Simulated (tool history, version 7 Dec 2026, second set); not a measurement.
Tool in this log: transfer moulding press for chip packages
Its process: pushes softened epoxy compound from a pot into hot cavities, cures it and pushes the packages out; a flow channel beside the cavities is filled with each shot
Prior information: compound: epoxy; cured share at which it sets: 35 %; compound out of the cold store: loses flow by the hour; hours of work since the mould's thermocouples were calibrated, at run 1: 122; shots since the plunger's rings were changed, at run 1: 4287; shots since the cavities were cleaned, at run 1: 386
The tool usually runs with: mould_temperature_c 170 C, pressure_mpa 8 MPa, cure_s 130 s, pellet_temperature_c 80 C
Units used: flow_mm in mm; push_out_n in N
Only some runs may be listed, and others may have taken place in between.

| run | hour | mould_temperature_c | pressure_mpa | cure_s | pellet_temperature_c | hours of work since the mould's thermocouples were calibrated | shots since the plunger's rings were changed | shots since the cavities were cleaned | incoming compound's hours out of the cold store | flow_mm | push_out_n |
|---|---|---|---|---|---|---|---|---|---|---|---|
| 1 | 0.0 | 170 | 8 | 130 | 80 | 122 | 4287 | 386 | 39.6 | 575 | 353 |
|  | 7.8 | cavities cleaned with cleaning compound and waxed |
| 2 | 61.9 | 170 | 8 | 130 | 80 | 149 | 4661 | 335 | 16.1 | 662 | 358 |
|  | 77.9 | cavities cleaned with cleaning compound and waxed |
|  | 88.7 | plunger's sealing rings changed |
| 3 | 132.7 | 170 | 8 | 130 | 80 | 178 | 273 | 324 | 14.8 | 671 | 365 |
|  | 152.3 | cavities cleaned with cleaning compound and waxed |
| 4 | 204.1 | 170 | 8 | 130 | 80 | 209 | 705 | 320 | 16.6 | 662 | 358 |
|  | 223.9 | cavities cleaned with cleaning compound and waxed |
| 5 | 249.4 | 170 | 8 | 130 | 80 | 228 | 975 | 157 | 15.9 | 666 | 354 |
| 6 | 286.2 | 170 | 8 | 130 | 80 | 244 | 1203 | 385 | 47.2 | 548 | 339 |
|  | 295.9 | cavities cleaned with cleaning compound and waxed |
| 7 | 337.4 | 170 | 8 | 130 | 80 | 266 | 1510 | 256 | 36.5 | 587 | 359 |
|  | 371.5 | cavities cleaned with cleaning compound and waxed |
| 8 | 406.3 | 170 | 8 | 130 | 85 | 295 | 1927 | 215 | 11.1 | 689 | 364 |
|  | 439.6 | cavities cleaned with cleaning compound and waxed |
| 9 | 495.5 | 170 | 8 | 130 | 85 | 334 | 2469 | 345 | 14.5 | 676 | 354 |
|  | 514.2 | cavities cleaned with cleaning compound and waxed |
| 10 | 539.7 | 170 | 8 | 130 | 85 | 353 | 2733 | 157 | 32.9 | 597 | 342 |
|  | 587.8 | cavities cleaned with cleaning compound and waxed |
| 11 | 612.5 | 170 | 8 | 130 | 85 | 384 | 3174 | 153 | 36.3 | 587 | 347 |
|  | 656.5 | cavities cleaned with cleaning compound and waxed |
| 12 | 682.4 | 170 | 8 | 130 | 85 | 414 | 3597 | 160 | 45.8 | 553 | 349 |

Forecast run 13:
|  | 722.6 | mould's thermocouples calibrated |
|  | 731.2 | cavities cleaned with cleaning compound and waxed |
| 13 | 753.3 | 170 | 8 | 130 | 85 | 13 | 4014 | 137 | 19.1 | ? | ? |

flow_mm: 650 mm
push_out_n: 344 N
Were there no unlogged condition in the tool, this run, its random variation unchanged, would have produced flow_mm 651 mm, push_out_n 342 N.
